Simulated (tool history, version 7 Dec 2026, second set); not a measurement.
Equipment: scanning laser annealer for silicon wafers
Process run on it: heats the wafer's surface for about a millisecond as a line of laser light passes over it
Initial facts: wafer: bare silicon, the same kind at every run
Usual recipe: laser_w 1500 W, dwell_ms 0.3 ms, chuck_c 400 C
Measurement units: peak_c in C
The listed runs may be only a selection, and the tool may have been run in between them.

run   hour  laser_w  dwell_ms  chuck_c  peak_c
  1      0     1500       0.3      400    1176
  2   40.6     1500       0.3      400    1175
      67.1  -- window over the wafer cleaned
  3   87.7     1500       0.3      400    1204
  4  122.8     1500       0.3      400    1203
  5  179.8     1500       0.3      400    1194
  6  208.2     1435       0.3      400    1156
  7  243.7     1515       0.3      400    1195
  8  288.7     1495     0.274      423    1172
  9    313     1474     0.266      438    1165
     322.1  -- optics aligned, line set to its width
 10    368     1500       0.3      385    1168
 11  423.3     1500       0.3      385    1161
 12  447.1     1500       0.3      385    1161
 13  495.7     1510     0.302      414    1193

5 options for the next run, each taken on its own from the tool as it stands now. Forecast them:
  A  533.9     1422     0.358      405       ?
  B  533.9     1380     0.302      368       ?
  C  533.9     1284     0.302      437       ?
  D  533.9     1454     0.251      391       ?
  E  533.9     1417       0.3      383       ?

run  peak_c
  A    1193
  B    1072
  C    1088
  D    1071
  E    1107
Had the tool no hidden state, the same runs would have come out as:
run  peak_c
  A    1222
  B    1097
  C    1112
  D    1096
  E    1133
